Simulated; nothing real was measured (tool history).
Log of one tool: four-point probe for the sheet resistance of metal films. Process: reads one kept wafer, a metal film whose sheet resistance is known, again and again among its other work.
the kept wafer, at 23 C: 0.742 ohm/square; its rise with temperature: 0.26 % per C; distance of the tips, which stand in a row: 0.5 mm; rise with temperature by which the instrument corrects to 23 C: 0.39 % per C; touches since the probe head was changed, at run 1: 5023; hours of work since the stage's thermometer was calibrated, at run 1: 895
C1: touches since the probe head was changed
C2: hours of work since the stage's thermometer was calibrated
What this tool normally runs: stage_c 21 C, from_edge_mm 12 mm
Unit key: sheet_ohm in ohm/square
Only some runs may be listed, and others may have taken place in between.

run 1 hour=0.0 | stage_c=21 from_edge_mm=12 | C1=5023 C2=895 | sheet_ohm=0.744507
run 2 hour=23.4 | stage_c=21 from_edge_mm=12 | C1=5516 C2=910 | sheet_ohm=0.744636
run 3 hour=34.8 | stage_c=21 from_edge_mm=5 | C1=5757 C2=917 | sheet_ohm=0.748080
run 4 hour=48.6 | stage_c=21 from_edge_mm=5 | C1=6047 C2=925 | sheet_ohm=0.748229
run 5 hour=67.3 | stage_c=20 from_edge_mm=12 | C1=6441 C2=936 | sheet_ohm=0.745710
run 6 hour=90.4 | stage_c=20 from_edge_mm=12 | C1=6929 C2=950 | sheet_ohm=0.745704
run 7 hour=110.5 | stage_c=20 from_edge_mm=12 | C1=7354 C2=962 | sheet_ohm=0.745451
run 8 hour=129.3 | stage_c=20 from_edge_mm=12 | C1=7749 C2=974 | sheet_ohm=0.745775
run 9 hour=149.5 | stage_c=34 from_edge_mm=12 | C1=8175 C2=986 | sheet_ohm=0.731959
run 10 hour=171.9 | stage_c=21 from_edge_mm=12 | C1=8648 C2=999 | sheet_ohm=0.744782
run 11 hour=186.5 | stage_c=21 from_edge_mm=12 | C1=8956 C2=1008 | sheet_ohm=0.744865
run 12 hour=205.1 | stage_c=21 from_edge_mm=12 | C1=9348 C2=1019 | sheet_ohm=0.744673
run 13 hour=219.0 | stage_c=29 from_edge_mm=16 | C1=9642 C2=1028 | sheet_ohm=0.736764
run 14 hour=231.3 | stage_c=25 from_edge_mm=10 | C1=9900 C2=1035 | sheet_ohm=0.741184
run 15 hour=248.4 | stage_c=25 from_edge_mm=10 | C1=10260 C2=1045 | sheet_ohm=0.741070
run 16 hour=259.6 | stage_c=34 from_edge_mm=12 | C1=10498 C2=1052 | sheet_ohm=0.732365
run 17 hour=276.7 | stage_c=20 from_edge_mm=12 | C1=10858 C2=1063 | sheet_ohm=0.745518
run 18 hour=287.7 | stage_c=21 from_edge_mm=27 | C1=11091 C2=1069 | sheet_ohm=0.744146
run 19 hour=304.3 | stage_c=21 from_edge_mm=27 | C1=11441 C2=1079 | sheet_ohm=0.744045
run 20 hour=321.9 | stage_c=29 from_edge_mm=15 | C1=11811 C2=1090 | sheet_ohm=0.736932
run 21 hour=343.6 | stage_c=23 from_edge_mm=7 | C1=12268 C2=1103 | sheet_ohm=0.744197
run 22 hour=363.9 | stage_c=18 from_edge_mm=22 | C1=12697 C2=1115 | sheet_ohm=0.747569

Predict each of these 4 candidate next runs independently; none follows another, all start after run 22:
run A hour=382.6 | stage_c=21 from_edge_mm=5 | C1=13092 C2=1127 | sheet_ohm=?
run B hour=382.6 | stage_c=27 from_edge_mm=22 | C1=13092 C2=1127 | sheet_ohm=?
run C hour=382.6 | stage_c=18 from_edge_mm=5 | C1=13092 C2=1127 | sheet_ohm=?
run D hour=382.6 | stage_c=32 from_edge_mm=65 | C1=13092 C2=1127 | sheet_ohm=?

run=A sheet_ohm=0.747926
run=B sheet_ohm=0.738194
run=C sheet_ohm=0.751037
run=D sheet_ohm=0.733421
Had the tool no hidden state, the same runs would have come out as:
run=A sheet_ohm=0.747913
run=B sheet_ohm=0.738181
run=C sheet_ohm=0.751024
run=D sheet_ohm=0.733407
